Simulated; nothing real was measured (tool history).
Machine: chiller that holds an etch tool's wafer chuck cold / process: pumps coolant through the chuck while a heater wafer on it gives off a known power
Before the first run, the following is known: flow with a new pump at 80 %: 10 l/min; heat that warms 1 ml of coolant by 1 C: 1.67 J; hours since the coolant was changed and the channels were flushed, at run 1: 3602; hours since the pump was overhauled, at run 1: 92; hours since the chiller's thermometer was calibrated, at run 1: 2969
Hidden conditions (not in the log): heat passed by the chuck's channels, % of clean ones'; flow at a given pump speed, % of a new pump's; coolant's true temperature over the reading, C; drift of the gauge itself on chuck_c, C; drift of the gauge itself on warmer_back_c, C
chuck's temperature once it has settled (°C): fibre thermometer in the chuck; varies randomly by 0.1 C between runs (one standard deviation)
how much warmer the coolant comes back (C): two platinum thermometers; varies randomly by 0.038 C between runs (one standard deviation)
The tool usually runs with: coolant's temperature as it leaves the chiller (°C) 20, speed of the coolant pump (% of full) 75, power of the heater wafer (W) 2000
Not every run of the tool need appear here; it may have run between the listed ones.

run,day,coolant's temperature as it leaves the chiller (°C),speed of the coolant pump (% of full),power of the heater wafer (W),hours since the coolant was changed and the channels were flushed,hours since the pump was overhauled,hours since the chiller's thermometer was calibrated,chuck's temperature once it has settled (°C),how much warmer the coolant comes back (C)
1,0,20,75,2000,3602,92,2969,34.6,7.73
2,1.521,20,75,2000,3639,129,3005,34.7,7.71
3,3.438,20,75,2000,3684,175,3051,34.7,7.77
4,4.8,20,75,2000,3717,207,3084,34.8,7.71
5,6.117,20,75,2000,3749,239,3115,34.6,7.71
6,7.792,20,75,2000,3789,279,3156,34.6,7.76
7,9.792,20,75,2950,3837,327,3204,42,11.5
8,12.146,20,75,2377,3893,384,3260,37.6,9.2
9,14.333,20,75,2377,3946,436,3313,37.6,9.27
10,15.45,20,75,2000,3973,463,3340,34.7,7.82
11,17.725,20,75,2000,4027,518,3394,34.9,7.85
12,20.108,20,75,2056,4085,575,3451,35.3,8.03
13,21.479,20,75,2056,4118,608,3484,35.3,8.11
14,22.633,20,75,2000,4145,635,3512,34.9,7.85
15,25.058,20,75,2000,4203,694,3570,34.7,7.79
16,27.238,20,75,2000,4256,746,3622,34.9,7.86
17,28.892,20,68,1189,4295,786,3662,29.6,5.16
18,30.604,12,61,1065,4336,827,3703,21.2,5.23
19,31.825,30,73,2000,4366,856,3733,45.2,8.1
20,33.508,27,80,2809,4406,896,3773,47.1,10.23
21,35.638,23,92,2000,4457,947,3824,35.5,6.39
22,37.162,14,92,1879,4494,984,3861,25.9,6.02
23,39.358,14,92,1262,4547,1037,3913,21.8,4.04
24,40.7,14,92,1262,4579,1069,3945,21.8,4.04
# day 41.521: coolant changed, channels flushed
25,42.133,14,92,1262,15,1097,3974,21.2,4.01
26,44.125,30,92,1736,63,1145,4022,40,5.57
27,45.729,30,73,1087,101,1184,4060,37.6,4.42
28,47.658,11,75,1700,147,1230,4107,23.1,6.71
29,49.658,18,75,1308,195,1278,4154,27.1,5.2
30,51.342,25,73,1777,236,1318,4195,37.8,7.25
31,53.667,25,90,2003,292,1374,4251,37.1,6.57

Hidden condition of the tool, last listed run before each entry between runs versus first listed run after:
In the gap between runs 24 and 25: coolant changed, channels flushed (day 41.521)
  heat passed by the chuck's channels, % of clean ones': 89.6 -> 99.8; flow at a given pump speed, % of a new pump's: 97 -> 96.9; coolant's true temperature over the reading, C: -0.42 -> -0.43
  measured minus no-state result, chuck's temperature once it has settled (°C): +0.3 -> -0.2; how much warmer the coolant comes back (C): +0.12 -> +0.13

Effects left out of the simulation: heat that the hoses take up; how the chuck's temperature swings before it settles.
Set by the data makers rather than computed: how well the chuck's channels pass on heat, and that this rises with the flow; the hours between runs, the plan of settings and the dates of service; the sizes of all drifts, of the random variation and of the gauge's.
